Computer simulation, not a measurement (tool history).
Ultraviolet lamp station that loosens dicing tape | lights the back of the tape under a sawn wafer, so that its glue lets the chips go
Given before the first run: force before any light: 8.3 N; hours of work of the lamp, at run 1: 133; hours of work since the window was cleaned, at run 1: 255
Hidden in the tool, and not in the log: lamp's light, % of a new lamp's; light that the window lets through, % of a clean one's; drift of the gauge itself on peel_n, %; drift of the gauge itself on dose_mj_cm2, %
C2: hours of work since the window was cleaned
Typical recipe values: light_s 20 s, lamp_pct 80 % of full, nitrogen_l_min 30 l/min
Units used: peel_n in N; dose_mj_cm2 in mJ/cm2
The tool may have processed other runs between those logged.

run 1 day=0 | light_s=20 lamp_pct=80 nitrogen_l_min=30 | hours_of_work_of_the_lamp=133 C2=255 | peel_n=0.544 dose_mj_cm2=431
run 2 day=1.417 | light_s=20 lamp_pct=90 nitrogen_l_min=30 | hours_of_work_of_the_lamp=153 C2=275 | peel_n=0.448 dose_mj_cm2=484
run 3 day=2.65 | light_s=20 lamp_pct=90 nitrogen_l_min=30 | hours_of_work_of_the_lamp=170 C2=293 | peel_n=0.461 dose_mj_cm2=477
run 4 day=3.967 | light_s=20 lamp_pct=90 nitrogen_l_min=30 | hours_of_work_of_the_lamp=189 C2=312 | peel_n=0.457 dose_mj_cm2=472
run 5 day=5.112 | light_s=20 lamp_pct=90 nitrogen_l_min=30 | hours_of_work_of_the_lamp=205 C2=328 | peel_n=0.459 dose_mj_cm2=469
run 6 day=6.575 | light_s=20 lamp_pct=90 nitrogen_l_min=30 | hours_of_work_of_the_lamp=226 C2=348 | peel_n=0.479 dose_mj_cm2=461
run 7 day=8.075 | light_s=20 lamp_pct=80 nitrogen_l_min=30 | hours_of_work_of_the_lamp=247 C2=370 | peel_n=0.641 dose_mj_cm2=403
run 8 day=9.258 | light_s=20 lamp_pct=80 nitrogen_l_min=30 | hours_of_work_of_the_lamp=264 C2=386 | peel_n=0.638 dose_mj_cm2=399
run 9 day=10.508 | light_s=20 lamp_pct=80 nitrogen_l_min=30 | hours_of_work_of_the_lamp=281 C2=404 | peel_n=0.667 dose_mj_cm2=396
run 10 day=12.138 | light_s=20 lamp_pct=80 nitrogen_l_min=30 | hours_of_work_of_the_lamp=305 C2=427 | peel_n=0.652 dose_mj_cm2=384
run 11 day=13.162 | light_s=20 lamp_pct=80 nitrogen_l_min=30 | hours_of_work_of_the_lamp=319 C2=442 | peel_n=0.641 dose_mj_cm2=384
run 12 day=14.05 | light_s=20 lamp_pct=80 nitrogen_l_min=30 | hours_of_work_of_the_lamp=332 C2=454 | peel_n=0.69 dose_mj_cm2=380
run 13 day=15.454 | light_s=20 lamp_pct=80 nitrogen_l_min=30 | hours_of_work_of_the_lamp=351 C2=474 | peel_n=0.719 dose_mj_cm2=373
run 14 day=16.271 | light_s=20 lamp_pct=80 nitrogen_l_min=30 | hours_of_work_of_the_lamp=363 C2=486 | peel_n=0.717 dose_mj_cm2=370
run 15 day=17.083 | light_s=20 lamp_pct=80 nitrogen_l_min=30 | hours_of_work_of_the_lamp=375 C2=497 | peel_n=0.733 dose_mj_cm2=370
run 16 day=18.158 | light_s=28 lamp_pct=80 nitrogen_l_min=30 | hours_of_work_of_the_lamp=390 C2=512 | peel_n=0.402 dose_mj_cm2=511
run 17 day=18.992 | light_s=20 lamp_pct=80 nitrogen_l_min=30 | hours_of_work_of_the_lamp=402 C2=524 | peel_n=0.775 dose_mj_cm2=358
run 18 day=19.812 | light_s=20 lamp_pct=80 nitrogen_l_min=30 | hours_of_work_of_the_lamp=413 C2=536 | peel_n=0.777 dose_mj_cm2=359
run 19 day=21.704 | light_s=20 lamp_pct=80 nitrogen_l_min=34 | hours_of_work_of_the_lamp=440 C2=562 | peel_n=0.715 dose_mj_cm2=349
run 20 day=22.788 | light_s=36 lamp_pct=71 nitrogen_l_min=17 | hours_of_work_of_the_lamp=455 C2=578 | peel_n=0.454 dose_mj_cm2=555
run 21 day=23.838 | light_s=36 lamp_pct=71 nitrogen_l_min=17 | hours_of_work_of_the_lamp=470 C2=593 | peel_n=0.453 dose_mj_cm2=547
run 22 day=25.538 | light_s=36 lamp_pct=71 nitrogen_l_min=17 | hours_of_work_of_the_lamp=494 C2=617 | peel_n=0.477 dose_mj_cm2=541
run 23 day=26.558 | light_s=18 lamp_pct=98 nitrogen_l_min=17 | hours_of_work_of_the_lamp=509 C2=631 | peel_n=0.971 dose_mj_cm2=367
run 24 day=28.15 | light_s=18 lamp_pct=98 nitrogen_l_min=17 | hours_of_work_of_the_lamp=531 C2=654 | peel_n=0.995 dose_mj_cm2=359
run 25 day=29.096 | light_s=12 lamp_pct=99 nitrogen_l_min=30 | hours_of_work_of_the_lamp=544 C2=667 | peel_n=1.56 dose_mj_cm2=239
-- day=30.646 window cleaned of glue's vapour
run 26 day=30.975 | light_s=12 lamp_pct=99 nitrogen_l_min=11 | hours_of_work_of_the_lamp=571 C2=5 | peel_n=2.116 dose_mj_cm2=259
run 27 day=32.942 | light_s=10 lamp_pct=67 nitrogen_l_min=23 | hours_of_work_of_the_lamp=599 C2=33 | peel_n=3.102 dose_mj_cm2=150
run 28 day=34.033 | light_s=18 lamp_pct=74 nitrogen_l_min=18 | hours_of_work_of_the_lamp=614 C2=48 | peel_n=1.54 dose_mj_cm2=281
run 29 day=35.746 | light_s=23 lamp_pct=64 nitrogen_l_min=14 | hours_of_work_of_the_lamp=638 C2=72 | peel_n=1.513 dose_mj_cm2=305
run 30 day=37.346 | light_s=20 lamp_pct=80 nitrogen_l_min=57 | hours_of_work_of_the_lamp=661 C2=95 | peel_n=0.729 dose_mj_cm2=327
run 31 day=38.538 | light_s=20 lamp_pct=67 nitrogen_l_min=45 | hours_of_work_of_the_lamp=678 C2=112 | peel_n=1.087 dose_mj_cm2=270
run 32 day=39.508 | light_s=15 lamp_pct=63 nitrogen_l_min=14 | hours_of_work_of_the_lamp=691 C2=125 | peel_n=2.775 dose_mj_cm2=188
run 33 day=40.442 | light_s=38 lamp_pct=64 nitrogen_l_min=10 | hours_of_work_of_the_lamp=705 C2=139 | peel_n=0.834 dose_mj_cm2=475
run 34 day=41.846 | light_s=38 lamp_pct=64 nitrogen_l_min=10 | hours_of_work_of_the_lamp=725 C2=158 | peel_n=0.853 dose_mj_cm2=464
run 35 day=43.3 | light_s=20 lamp_pct=77 nitrogen_l_min=24 | hours_of_work_of_the_lamp=745 C2=179 | peel_n=1.202 dose_mj_cm2=295
run 36 day=44.338 | light_s=19 lamp_pct=77 nitrogen_l_min=41 | hours_of_work_of_the_lamp=760 C2=194 | peel_n=1.086 dose_mj_cm2=274
-- day=45.467 lamp changed
run 37 day=46.158 | light_s=25 lamp_pct=95 nitrogen_l_min=60 | hours_of_work_of_the_lamp=10 C2=219 | peel_n=0.261 dose_mj_cm2=689
run 38 day=47.175 | light_s=25 lamp_pct=95 nitrogen_l_min=60 | hours_of_work_of_the_lamp=24 C2=233 | peel_n=0.246 dose_mj_cm2=689

Branching from run 38: 3 alternative next runs. What would each branch give?
run A day=48.362 | light_s=21 lamp_pct=95 nitrogen_l_min=41 | hours_of_work_of_the_lamp=41 C2=250 | peel_n=? dose_mj_cm2=?
run B day=48.362 | light_s=20 lamp_pct=70 nitrogen_l_min=11 | hours_of_work_of_the_lamp=41 C2=250 | peel_n=? dose_mj_cm2=?
run C day=48.362 | light_s=20 lamp_pct=89 nitrogen_l_min=30 | hours_of_work_of_the_lamp=41 C2=250 | peel_n=? dose_mj_cm2=?

run=A peel_n=0.32 dose_mj_cm2=575
run=B peel_n=1.064 dose_mj_cm2=401
run=C peel_n=0.411 dose_mj_cm2=509
Without the tool's unlogged condition, the same runs would have read:
run=A peel_n=0.299 dose_mj_cm2=609
run=B peel_n=0.958 dose_mj_cm2=425
run=C peel_n=0.375 dose_mj_cm2=540
